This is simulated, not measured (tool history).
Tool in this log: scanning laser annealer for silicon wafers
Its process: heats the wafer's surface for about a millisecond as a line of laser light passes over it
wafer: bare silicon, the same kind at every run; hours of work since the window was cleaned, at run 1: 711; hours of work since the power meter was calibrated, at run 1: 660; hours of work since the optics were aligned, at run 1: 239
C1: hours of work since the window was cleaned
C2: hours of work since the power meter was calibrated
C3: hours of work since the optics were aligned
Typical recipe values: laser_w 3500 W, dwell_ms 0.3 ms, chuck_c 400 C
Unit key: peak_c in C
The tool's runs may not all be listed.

Run 1, day 0: usual settings; C1 711; C2 660; C3 239. Result: peak_c 1110 C.
Run 2, day 1.142: usual settings; C1 725; C2 675; C3 254. Result: peak_c 1112 C.
At day 2.3: window over the wafer cleaned.
Run 3, day 3.867: usual settings but laser_w 3841 W; C1 20; C2 709; C3 288. Result: peak_c 1208 C.
Run 4, day 6.038: usual settings but laser_w 2980 W; C1 48; C2 737; C3 316. Result: peak_c 1026 C.
Run 5, day 7.75: usual settings; C1 71; C2 759; C3 339. Result: peak_c 1137 C.
Run 6, day 10.325: usual settings; C1 104; C2 793; C3 372. Result: peak_c 1131 C.
At day 10.667: laser's power meter calibrated.
Run 7, day 13.271: usual settings; C1 141; C2 34; C3 408. Result: peak_c 1130 C.
Run 8, day 14.504: usual settings but laser_w 3677 W, dwell_ms 0.311 ms; C1 157; C2 50; C3 424. Result: peak_c 1180 C.
Run 9, day 17.246: usual settings but laser_w 3677 W, dwell_ms 0.316 ms, chuck_c 385 C; C1 192; C2 85; C3 460. Result: peak_c 1174 C.
Run 10, day 19.475: usual settings but dwell_ms 0.298 ms; C1 221; C2 114; C3 489. Result: peak_c 1127 C.
At day 20.625: laser's power meter calibrated, once more.
Run 11, day 21.925: usual settings but dwell_ms 0.298 ms; C1 251; C2 17; C3 519. Result: peak_c 1116 C.
Run 12, day 24.004: usual settings but dwell_ms 0.217 ms; C1 278; C2 44; C3 546. Result: peak_c 1025 C.
Run 13, day 26.796: usual settings but laser_w 3275 W, chuck_c 437 C; C1 314; C2 80; C3 582. Result: peak_c 1108 C.

Consider 3 possible next runs. They are alternatives, not a sequence: every one starts from the tool as it was left by run 13. What does each give?
Run A, day 28.5: usual settings but laser_w 3275 W, dwell_ms 0.364 ms, chuck_c 379 C; C1 336; C2 102; C3 604. Result: peak_c ?.
Run B, day 28.5: usual settings but laser_w 3275 W, dwell_ms 0.305 ms, chuck_c 437 C; C1 336; C2 102; C3 604. Result: peak_c ?.
Run C, day 28.5: usual settings but laser_w 3432 W, chuck_c 362 C; C1 336; C2 102; C3 604. Result: peak_c ?.

run  peak_c
  A    1106
  B    1111
  C    1065
With no hidden state in the tool, these same runs would have given:
run  peak_c
  A    1130
  B    1133
  C    1088

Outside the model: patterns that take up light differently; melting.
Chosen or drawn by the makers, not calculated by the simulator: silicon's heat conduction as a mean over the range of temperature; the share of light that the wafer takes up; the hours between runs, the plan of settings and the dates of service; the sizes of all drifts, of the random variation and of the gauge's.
